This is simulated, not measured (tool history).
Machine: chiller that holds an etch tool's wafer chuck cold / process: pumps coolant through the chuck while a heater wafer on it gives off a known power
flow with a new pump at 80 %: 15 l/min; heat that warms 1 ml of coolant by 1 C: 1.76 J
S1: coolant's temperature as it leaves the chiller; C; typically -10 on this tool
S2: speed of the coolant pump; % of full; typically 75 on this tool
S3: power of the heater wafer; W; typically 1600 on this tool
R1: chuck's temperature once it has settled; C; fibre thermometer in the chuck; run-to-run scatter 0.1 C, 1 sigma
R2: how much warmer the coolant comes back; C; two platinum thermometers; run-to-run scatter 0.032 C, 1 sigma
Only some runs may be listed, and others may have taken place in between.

| run | hour | S1 | S2 | S3 | R1 | R2 |
|---|---|---|---|---|---|---|
| 1 | 0.0 | -10 | 75 | 1600 | 2.5 | 3.93 |
| 2 | 16.7 | -10 | 67 | 1600 | 3.5 | 4.44 |
| 3 | 44.0 | -10 | 69 | 1600 | 3.1 | 4.30 |
| 4 | 64.5 | -10 | 69 | 1600 | 3.4 | 4.28 |
| 5 | 94.2 | -10 | 69 | 1228 | 0.2 | 3.20 |
| 6 | 121.4 | -10 | 69 | 1228 | 0.5 | 3.23 |
| 7 | 149.8 | -10 | 69 | 1228 | 0.0 | 3.18 |
| 8 | 167.8 | -10 | 62 | 1600 | 4.2 | 4.71 |
| 9 | 199.9 | -10 | 87 | 1600 | 1.4 | 3.18 |
| 10 | 215.8 | -10 | 87 | 1600 | 1.5 | 3.14 |
| 11 | 247.9 | -10 | 87 | 1600 | 1.4 | 3.17 |
| 12 | 275.0 | -10 | 87 | 1600 | 1.5 | 3.09 |
| 13 | 290.9 | -10 | 75 | 1802 | 4.3 | 4.19 |
| 14 | 311.5 | -10 | 75 | 1802 | 4.2 | 4.15 |
| 15 | 333.6 | -14 | 99 | 2171 | 0.2 | 3.60 |
| 16 | 368.5 | -2 | 99 | 1627 | 8.7 | 2.53 |
| 17 | 394.3 | -10 | 99 | 1731 | 1.2 | 2.79 |
| 18 | 419.0 | -10 | 99 | 1731 | 1.2 | 2.73 |
| 19 | 434.5 | -10 | 99 | 1731 | 1.3 | 2.76 |
| 20 | 454.0 | -10 | 99 | 1731 | 1.5 | 2.74 |
| 21 | 477.6 | -10 | 99 | 1731 | 1.3 | 2.74 |

Measured result minus the same run's result without the hidden state. Both carry the same run-to-run variation, though not necessarily the same gauge scatter:
The hidden state here: heat passed by the chuck's channels, % of clean ones'; flow at a given pump speed, % of a new pump's; coolant's true temperature over the reading, C; drift of the gauge itself on chuck_c, C; drift of the gauge itself on warmer_back_c, C.
| run | R2 |
|---|---|
| 1 | +0.00 |
| 2 | -0.02 |
| 3 | -0.03 |
| 4 | -0.05 |
| 5 | -0.07 |
| 6 | -0.10 |
| 7 | -0.12 |
| 8 | -0.14 |
| 9 | -0.17 |
| 10 | -0.18 |
| 11 | -0.20 |
| 12 | -0.23 |
| 13 | -0.25 |
| 14 | -0.26 |
| 15 | -0.28 |
| 16 | -0.31 |
| 17 | -0.32 |
| 18 | -0.35 |
| 19 | -0.36 |
| 20 | -0.38 |
| 21 | -0.40 |
R1: at most 0.1 C away from the measurement, every run.
